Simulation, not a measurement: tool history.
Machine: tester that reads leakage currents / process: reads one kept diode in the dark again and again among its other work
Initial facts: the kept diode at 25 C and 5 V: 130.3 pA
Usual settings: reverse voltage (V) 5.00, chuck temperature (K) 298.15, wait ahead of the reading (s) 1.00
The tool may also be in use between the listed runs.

run,hour,reverse voltage (V),chuck temperature (K),wait ahead of the reading (s),current that the tester gives (pA)
1,0.0,5.00,298.15,1.00,137.13
2,78.5,5.00,298.15,1.19,138.88
3,140.3,5.00,298.15,1.19,138.67
4,177.8,5.00,298.15,1.19,139.54
5,245.6,5.00,298.15,1.19,139.80
6,290.5,5.00,298.15,1.00,140.50
7,356.8,5.00,298.15,1.00,140.88
8,403.7,5.00,298.15,1.00,141.45
9,455.6,5.00,298.15,1.00,141.77
10,498.3,5.00,298.15,1.00,142.19
11,560.7,5.00,298.15,1.00,142.40
12,613.5,5.00,298.15,1.00,144.13
13,668.1,5.00,298.15,1.00,144.64
14,739.1,5.00,298.15,1.00,144.61
15,811.9,5.00,298.15,1.00,144.97
# hour 855.8: probe card cleaned and baked
16,862.7,10.75,298.15,1.00,222.41
17,936.1,10.75,317.15,1.00,890.58
18,1013.4,10.75,317.15,1.00,897.67
19,1074.8,5.00,298.15,1.00,145.10
20,1145.6,5.00,298.15,1.00,146.55
21,1207.5,1.17,295.15,6.53,50.69
# hour 1238.7: chuck's temperature calibrated
22,1267.4,1.17,295.15,4.33,45.12
23,1346.1,10.15,298.15,1.00,197.91
24,1392.7,10.15,298.15,1.00,198.81
25,1442.9,19.91,298.15,1.02,291.26
26,1483.3,5.00,303.15,1.00,194.12
27,1539.1,5.00,303.15,1.00,195.99
28,1597.2,17.43,294.15,1.00,201.78
29,1655.2,17.43,294.15,1.00,202.77
30,1705.5,17.43,294.15,1.00,205.07
31,1771.1,17.43,294.15,0.97,205.56
32,1825.0,13.53,294.15,1.00,177.50
33,1865.3,18.12,299.15,1.00,308.48
34,1925.8,5.00,295.15,1.17,108.72
35,1993.4,5.00,295.15,1.17,108.78
36,2071.5,19.33,306.15,1.09,546.38
37,2117.5,19.33,321.15,1.35,1564.04
38,2168.2,5.86,298.15,6.30,150.75
39,2239.7,9.75,298.15,3.91,202.52

For some of the steps in current that the tester gives (pA) from one run to the next: how much would appear even if the tool had no hidden state, given the settings, what came in and random variation, and how much remains for the hidden state plus any gauge scatter that the measured result and the result without hidden state don't share?
The tool's hidden condition here consists of: stray current of the dirty probe card, pA a volt; current scale over the true one, %; true chuck temperature over the reading, C; drift of the gauge itself on leakage_pa, %.
Run 16 -> 17: chuck temperature (K) 298.15 -> 317.15. current that the tester gives (pA) +668.17: hidden state +47.98, all else +620.19.
Run 18 -> 19: reverse voltage (V) 10.75 -> 5.00, chuck temperature (K) 317.15 -> 298.15. current that the tester gives (pA) -752.57: hidden state -56.24, all else -696.33.
Run 36 -> 37: chuck temperature (K) 306.15 -> 321.15, wait ahead of the reading (s) 1.09 -> 1.35. current that the tester gives (pA) +1017.66: hidden state +34.10, all else +983.56.
Run 37 -> 38: reverse voltage (V) 19.33 -> 5.86, chuck temperature (K) 321.15 -> 298.15, wait ahead of the reading (s) 1.35 -> 6.30. current that the tester gives (pA) -1413.29: hidden state -49.88, all else -1363.41.

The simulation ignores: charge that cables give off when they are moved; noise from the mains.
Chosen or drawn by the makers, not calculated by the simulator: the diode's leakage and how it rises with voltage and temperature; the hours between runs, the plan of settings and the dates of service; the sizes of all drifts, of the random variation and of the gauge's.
